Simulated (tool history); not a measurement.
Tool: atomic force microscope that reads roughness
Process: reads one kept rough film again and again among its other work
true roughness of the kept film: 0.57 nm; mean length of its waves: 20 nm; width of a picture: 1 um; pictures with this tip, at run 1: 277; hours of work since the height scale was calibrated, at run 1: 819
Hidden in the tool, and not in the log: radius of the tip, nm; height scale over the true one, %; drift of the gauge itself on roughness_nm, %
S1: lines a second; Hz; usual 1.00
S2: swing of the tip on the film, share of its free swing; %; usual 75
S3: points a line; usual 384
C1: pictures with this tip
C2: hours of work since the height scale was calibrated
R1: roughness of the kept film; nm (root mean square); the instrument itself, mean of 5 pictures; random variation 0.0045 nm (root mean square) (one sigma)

| run | hour | S1 | S2 | S3 | C1 | C2 | R1 |
|---|---|---|---|---|---|---|---|
| 1 | 0.0 | 1.00 | 75 | 384 | 277 | 819 | 0.450 |
| 2 | 41.1 | 1.00 | 75 | 612 | 356 | 849 | 0.438 |
|  | 56.2 | new tip fitted |
| 3 | 74.3 | 1.00 | 75 | 384 | 35 | 873 | 0.508 |
| 4 | 94.5 | 1.00 | 75 | 384 | 74 | 887 | 0.497 |
| 5 | 118.2 | 1.00 | 75 | 384 | 119 | 905 | 0.489 |
| 6 | 158.1 | 1.00 | 75 | 384 | 196 | 934 | 0.477 |
| 7 | 191.9 | 1.00 | 73 | 384 | 261 | 958 | 0.460 |
| 8 | 217.2 | 1.00 | 73 | 384 | 310 | 977 | 0.443 |
| 9 | 238.9 | 1.00 | 73 | 384 | 352 | 993 | 0.444 |
|  | 257.9 | new tip fitted |
| 10 | 259.1 | 0.93 | 75 | 384 | 3 | 1007 | 0.514 |
|  | 262.3 | height scale calibrated on a step standard |
| 11 | 291.1 | 0.93 | 75 | 384 | 62 | 21 | 0.502 |
| 12 | 319.4 | 1.00 | 75 | 384 | 116 | 42 | 0.492 |
|  | 351.1 | height scale calibrated on a step standard, once more |
| 13 | 362.2 | 1.00 | 75 | 384 | 197 | 8 | 0.462 |
| 14 | 400.9 | 1.00 | 75 | 384 | 271 | 36 | 0.453 |
| 15 | 436.4 | 1.00 | 68 | 914 | 340 | 62 | 0.453 |
|  | 461.3 | new tip fitted |
| 16 | 470.4 | 0.59 | 75 | 346 | 18 | 87 | 0.506 |
| 17 | 508.1 | 0.59 | 75 | 346 | 90 | 114 | 0.496 |
| 18 | 551.9 | 3.25 | 78 | 346 | 175 | 146 | 0.433 |
| 19 | 589.8 | 2.65 | 69 | 1013 | 248 | 174 | 0.451 |
| 20 | 631.1 | 1.00 | 70 | 918 | 327 | 204 | 0.454 |
|  | 662.4 | new tip fitted |
| 21 | 672.7 | 1.00 | 81 | 510 | 20 | 234 | 0.505 |
| 22 | 693.0 | 0.95 | 57 | 646 | 59 | 249 | 0.515 |
| 23 | 735.7 | 2.57 | 70 | 681 | 141 | 280 | 0.470 |
| 24 | 779.6 | 1.14 | 75 | 384 | 225 | 312 | 0.453 |
| 25 | 820.4 | 0.61 | 89 | 824 | 304 | 342 | 0.447 |
|  | 864.4 | new tip fitted |
| 26 | 864.9 | 1.00 | 79 | 594 | 0 | 374 | 0.511 |
| 27 | 900.6 | 1.00 | 80 | 743 | 69 | 400 | 0.499 |
| 28 | 919.7 | 1.00 | 70 | 743 | 106 | 414 | 0.488 |

4 ways to go on from here, each from the tool as it stands after run 28. What would each give?
| A | 957.5 | 1.00 | 75 | 728 | 178 | 442 | ? |
| B | 957.5 | 0.55 | 73 | 331 | 178 | 442 | ? |
| C | 957.5 | 1.00 | 70 | 505 | 178 | 442 | ? |
| D | 957.5 | 1.06 | 70 | 351 | 178 | 442 | ? |

| run | R1 |
|---|---|
| A | 0.475 |
| B | 0.473 |
| C | 0.473 |
| D | 0.472 |
Without the tool's hidden state the same runs would have given:
| run | R1 |
|---|---|
| A | 0.518 |
| B | 0.516 |
| C | 0.517 |
| D | 0.515 |
